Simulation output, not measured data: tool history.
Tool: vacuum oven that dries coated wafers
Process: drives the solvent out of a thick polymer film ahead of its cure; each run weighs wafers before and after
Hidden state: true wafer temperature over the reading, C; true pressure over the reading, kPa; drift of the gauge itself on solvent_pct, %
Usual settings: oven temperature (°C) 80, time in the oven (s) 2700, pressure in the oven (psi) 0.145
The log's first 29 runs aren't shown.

run     day  oven temperature (°C)  time in the oven (s)  pressure in the oven (psi)  hours of work since the thermocouples were calibrated  hours of work since the vacuum gauge was cleaned of residue  solvent left in the film (%)
 30  67.004                     80                  4560                       0.145                                                     80                                                          826                         1.105
 31  69.879                     80                  2160                       0.348                                                    134                                                          880                         3.365
 32  72.871                     80                  2160                       0.348                                                    190                                                          936                         3.342
 33  74.804                     75                  2700                       0.145                                                    226                                                          973                         2.692
 34  76.142                     74                  3960                       0.096                                                    252                                                          998                         1.616
 35  78.425                     68                  3960                       0.271                                                    295                                                         1041                         4.306
     80.429  -- vacuum gauge cleaned of residue and calibrated
 36  80.996                     71                  3960                       0.075                                                    342                                                           11                         1.798
 37  84.171                     79                  1740                       0.418                                                    401                                                           70                         4.419
 38  86.283                     79                  1740                       0.418                                                    441                                                          110                         4.390
 39  87.754                     79                  1740                       0.418                                                    469                                                          138                         4.393
 40  89.908                     81                  1740                       0.418                                                    509                                                          178                         3.863

Forecast each of these 4 alternatives for the next run:
  A  92.558                     79                  2520                       0.212                                                    559                                                          228                             ?
  B  92.558                     86                  3300                       0.145                                                    559                                                          228                             ?
  C  92.558                     80                  2520                       0.145                                                    559                                                          228                             ?
  D  92.558                     86                  1860                       0.145                                                    559                                                          228                             ?

run  solvent left in the film (%)
  A                         2.273
  B                         0.786
  C                         1.726
  D                         1.425
Without the tool's hidden state the same runs would have given:
run  solvent left in the film (%)
  A                         2.390
  B                         0.810
  C                         1.826
  D                         1.513
